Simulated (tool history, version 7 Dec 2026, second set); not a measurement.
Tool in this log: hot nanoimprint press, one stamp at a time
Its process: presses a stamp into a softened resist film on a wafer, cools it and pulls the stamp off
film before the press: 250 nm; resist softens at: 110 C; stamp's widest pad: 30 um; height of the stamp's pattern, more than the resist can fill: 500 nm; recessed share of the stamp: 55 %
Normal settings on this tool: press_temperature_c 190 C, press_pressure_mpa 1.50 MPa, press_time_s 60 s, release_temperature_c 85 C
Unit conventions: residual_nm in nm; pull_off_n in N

Run 1, day 0.000: usual settings. Result: residual_nm 98.3 nm, pull_off_n 263 N.
Run 2, day 0.600: usual settings. Result: residual_nm 98.6 nm, pull_off_n 258 N.
Run 3, day 0.975: usual settings. Result: residual_nm 99.8 nm, pull_off_n 264 N.
Run 4, day 1.533: usual settings. Result: residual_nm 99.5 nm, pull_off_n 266 N.
Run 5, day 2.021: usual settings. Result: residual_nm 97.3 nm, pull_off_n 282 N.
At day 2.192: plate thermocouple calibrated.
Run 6, day 2.875: usual settings. Result: residual_nm 97.5 nm, pull_off_n 276 N.
Run 7, day 3.262: usual settings but press_temperature_c 181 C, press_pressure_mpa 0.95 MPa, press_time_s 38 s, release_temperature_c 72 C. Result: residual_nm 181.1 nm, pull_off_n 374 N.
At day 3.692: stamp cleaned and given a new release coat.
Run 8, day 4.217: usual settings but press_temperature_c 181 C, press_pressure_mpa 0.95 MPa, press_time_s 38 s, release_temperature_c 72 C. Result: residual_nm 181.3 nm, pull_off_n 312 N.
At day 4.754: plate thermocouple calibrated, once more.
Run 9, day 5.033: usual settings but press_pressure_mpa 2.11 MPa, press_time_s 80 s, release_temperature_c 76 C. Result: residual_nm 76.1 nm, pull_off_n 298 N.
Run 10, day 5.446: usual settings but press_pressure_mpa 2.11 MPa, press_time_s 80 s, release_temperature_c 76 C. Result: residual_nm 75.8 nm, pull_off_n 304 N.

Some steps in residual_nm between neighbouring runs. How much of each would the tool show without its hidden state too (settings, what came in, random variation), and how much is left for the hidden state, with any gauge scatter that isn't in both results?
Hidden state present: true temperature over the reading, C; pressure that arrives at the usual setting, %; grip of the stamp's worn release coat, % over a new coat's; drift of the gauge itself on residual_nm, %; drift of the gauge itself on pull_off_n, %.
Run 8 -> 9: press_temperature_c 181 -> 190, press_pressure_mpa 0.95 -> 2.11, press_time_s 38 -> 80, release_temperature_c 72 -> 76, plate thermocouple calibrated, once more. residual_nm -105.2 nm: hidden state +4.8, all else -110.0.

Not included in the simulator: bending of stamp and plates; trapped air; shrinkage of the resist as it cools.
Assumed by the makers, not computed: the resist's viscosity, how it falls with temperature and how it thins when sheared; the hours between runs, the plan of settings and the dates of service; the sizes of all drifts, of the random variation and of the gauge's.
